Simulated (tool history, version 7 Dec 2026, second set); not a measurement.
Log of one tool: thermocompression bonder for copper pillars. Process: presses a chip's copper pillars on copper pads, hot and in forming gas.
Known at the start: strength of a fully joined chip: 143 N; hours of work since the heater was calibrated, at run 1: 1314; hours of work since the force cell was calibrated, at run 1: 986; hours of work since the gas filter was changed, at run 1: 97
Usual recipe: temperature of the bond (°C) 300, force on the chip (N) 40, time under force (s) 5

run,hour,temperature of the bond (°C),force on the chip (N),time under force (s),hours of work since the heater was calibrated,hours of work since the force cell was calibrated,hours of work since the gas filter was changed,force that shears a chip off (N)
1,0,300,40,5,1314,986,97,75.6
2,59.2,317,40,5,1339,1011,122,87.3
# hour 69.6: heater calibrated with a thermocouple chip
3,101.4,313,40,5,13,1027,139,87.7
4,145.6,300,40,10,32,1046,157,95.5
5,206.8,321,40,5,57,1071,183,91.8
6,261.6,288,40,5,80,1094,206,69.4
7,307.1,318,40,5,99,1113,225,89.2
8,358.4,318,40,5,120,1135,246,89.7
9,386,318,40,5,132,1146,257,89.7
10,431,318,40,5,151,1165,276,90
11,459.4,300,40,5,162,1177,288,76.7
12,513.4,300,40,5,185,1199,310,76.2
13,575.6,304,40,5,211,1225,336,78.7
# hour 592.2: forming gas filter changed
14,612.3,304,40,5,226,1240,8,80.8
15,652.8,304,40,5,243,1257,25,81.3
16,684.9,300,40,5,256,1270,39,77.2
17,725.1,300,40,5,273,1287,55,77.3
18,778.6,300,40,5,295,1309,78,76.8
19,826.7,300,40,5,315,1329,98,76.9
20,876.4,300,40,5,336,1350,118,76.1
21,927.5,300,40,5,357,1371,140,76.8
22,989.2,299,44,12,383,1397,165,103.1
23,1046.5,323,27,3,407,1421,189,60
24,1074.6,286,49,7,418,1433,201,84.4
25,1105.7,290,35,5,431,1446,214,62.7
26,1151.7,290,35,5,451,1465,233,62.8
27,1188.1,319,60,5,466,1480,248,108.6
28,1225.5,329,47,5,481,1496,264,102.7
# hour 1232: force cell calibrated
29,1257.5,299,37,6,494,11,277,74.6
30,1304.9,300,59,13,514,30,296,115.6
31,1359.6,294,40,15,537,53,319,97.3
# hour 1416: forming gas filter changed
32,1416,277,40,7,560,76,0,68.1
33,1455.5,300,56,5,576,93,16,92.8
# hour 1489.7: force cell calibrated, once more
34,1503,300,51,12,595,6,36,112.3
35,1529.9,282,30,4,607,17,47,49.7
36,1575.6,310,30,5,626,36,66,72
37,1632.7,310,30,5,649,60,90,71
38,1681.2,292,46,4,670,80,110,74.2
39,1723.8,292,46,4,687,98,128,74.5
40,1765.7,300,34,5,705,115,145,70.4
41,1812.4,283,34,4,724,134,165,54.3

Across each entry between runs, compare the hidden state at the last listed run before it with the hidden state at the first listed run after it:
From run 2 to run 3: heater calibrated with a thermocouple chip (hour 69.6)
  true temperature of the bond over the reading, C: -5.2 -> -0.2; force that reaches the chip, % of what is set: 95.5 -> 95.4; oxide that the forming gas leaves, % of the face: 1.4 -> 1.55
  what was measured, less what the result would be without the hidden state, force that shears a chip off (N): -6.7 -> -3.5
From run 13 to run 14: forming gas filter changed (hour 592.2)
  oxide that the forming gas leaves, % of the face: 3.18 -> 0.6
  what was measured, less what the result would be without the hidden state, force that shears a chip off (N): -5.6 -> -3.6
From run 28 to run 29: force cell calibrated (hour 1232)
  force that reaches the chip, % of what is set: 93.5 -> 92.7; oxide that the forming gas leaves, % of the face: 2.76 -> 2.88
  what was measured, less what the result would be without the hidden state, force that shears a chip off (N): -6.8 -> -7
From run 31 to run 32: forming gas filter changed (hour 1416)
  force that reaches the chip, % of what is set: 92.6 -> 92.5; oxide that the forming gas leaves, % of the face: 3.22 -> 0.63
  what was measured, less what the result would be without the hidden state, force that shears a chip off (N): -8 -> -5.5
From run 33 to run 34: force cell calibrated, once more (hour 1489.7)
  true temperature of the bond over the reading, C: -2.3 -> -2.4; force that reaches the chip, % of what is set: 92.4 -> 99.8; oxide that the forming gas leaves, % of the face: 0.78 -> 0.95
  what was measured, less what the result would be without the hidden state, force that shears a chip off (N): -5.9 -> -2.1
